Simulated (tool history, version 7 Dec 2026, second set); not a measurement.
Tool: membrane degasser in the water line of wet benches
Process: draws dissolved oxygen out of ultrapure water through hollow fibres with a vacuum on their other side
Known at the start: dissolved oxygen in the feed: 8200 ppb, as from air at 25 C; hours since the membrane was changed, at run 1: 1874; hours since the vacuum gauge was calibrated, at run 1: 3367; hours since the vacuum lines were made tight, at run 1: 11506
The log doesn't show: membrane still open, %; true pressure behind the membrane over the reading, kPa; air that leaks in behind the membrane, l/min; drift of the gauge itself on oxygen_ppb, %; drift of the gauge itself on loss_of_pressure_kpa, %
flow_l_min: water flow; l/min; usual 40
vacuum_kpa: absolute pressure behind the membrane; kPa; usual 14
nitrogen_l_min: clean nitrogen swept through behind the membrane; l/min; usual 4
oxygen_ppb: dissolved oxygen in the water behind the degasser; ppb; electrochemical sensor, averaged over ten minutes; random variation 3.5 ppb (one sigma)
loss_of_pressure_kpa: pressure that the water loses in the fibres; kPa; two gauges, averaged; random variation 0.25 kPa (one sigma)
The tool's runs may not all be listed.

run     day  flow_l_min  vacuum_kpa  nitrogen_l_min  hours since the membrane was changed  hours since the vacuum gauge was calibrated  hours since the vacuum lines were made tight  oxygen_ppb  loss_of_pressure_kpa
  1       0          40          14               4                                  1874                                         3367                                         11506       357.8                 66.87
  2   0.992          40          14               4                                  1897                                         3391                                         11530       356.5                 67.14
  3   2.221          40          14               4                                  1927                                         3420                                         11560       365.9                 67.15
  4   3.508          41          14               4                                  1958                                         3451                                         11591       375.7                 68.92
  5   5.925          41          14               4                                  2016                                         3509                                         11649         371                 68.85
  6   8.288          41          14               4                                  2073                                         3566                                         11705       370.8                 68.99
  7  10.388          41          14               4                                  2123                                         3616                                         11756       371.8                 68.82
  8    11.6          40          14            6.47                                  2152                                         3645                                         11785       266.8                 67.62
  9  12.588          40          14            1.72                                  2176                                         3669                                         11809       624.1                 67.18
 10  14.542          40          14            1.72                                  2223                                         3716                                         11856       623.2                  67.7
 11  15.767          40          14            9.61                                  2252                                         3745                                         11885       215.7                 67.51
 12  16.975          40          14            9.61                                  2281                                         3774                                         11914       214.1                 67.25
 13  19.083          40          14            9.61                                  2332                                         3825                                         11965       216.8                 67.18
 14  20.867          40          14               4                                  2374                                         3868                                         12007       361.4                 66.91
 15  22.975          40          14               4                                  2425                                         3918                                         12058       362.3                 67.52
 16    24.1          40          14               4                                  2452                                         3945                                         12085       350.6                 67.08
 17  25.417          57          17               3                                  2484                                         3977                                         12116       796.3                  96.7
 18  27.108          27          12            6.84                                  2524                                         4017                                         12157       119.7                  45.7
 19  28.633          27          12            6.84                                  2561                                         4054                                         12194       114.5                 45.38
 20  30.775          32        20.7               4                                  2612                                         4105                                         12245       383.4                 53.97
 21  32.129          47        34.3            8.02                                  2645                                         4138                                         12278       579.5                 79.12
 22  33.775          40        16.8               4                                  2684                                         4177                                         12317       427.8                 67.21
 23  35.588          47        28.3               4                                  2728                                         4221                                         12361       794.6                    79
 24  36.579          47        28.3               4                                  2751                                         4245                                         12384       800.4                 79.27
 25  38.162          34        17.4            5.07                                  2789                                         4283                                         12422       290.3                 57.81
 26  40.096          45         9.5            2.05                                  2836                                         4329                                         12469       444.5                 75.59
 27   41.55          45         9.5            2.05                                  2871                                         4364                                         12504       447.5                 75.77
 28  43.225          40        22.2               4                                  2911                                         4404                                         12544       535.7                 67.44
 29  45.125          40        22.2               4                                  2957                                         4450                                         12590       542.1                 67.88
 30  47.096          46        30.7           11.56                                  3004                                         4497                                         12637       414.4                 77.89
 31  48.258          46        30.7           11.56                                  3032                                         4525                                         12665       404.5                 78.13

4 ways to go on from here, each from the tool as it stands after run 31. What would each give?
  A  49.867          34        30.7           11.56                                  3070                                         4564                                         12703           ?                     ?
  B  49.867          25        13.9            9.79                                  3070                                         4564                                         12703           ?                     ?
  C  49.867          49        26.1            9.32                                  3070                                         4564                                         12703           ?                     ?
  D  49.867          40          14            2.51                                  3070                                         4564                                         12703           ?                     ?

run  oxygen_ppb  loss_of_pressure_kpa
  A       265.8                 57.63
  B        93.2                 42.25
  C       473.5                  83.4
  D       485.2                 67.65
Without the tool's hidden state the same runs would have given:
run  oxygen_ppb  loss_of_pressure_kpa
  A       256.5                 56.84
  B        88.5                 41.67
  C       458.7                 82.25
  D       470.1                 66.73
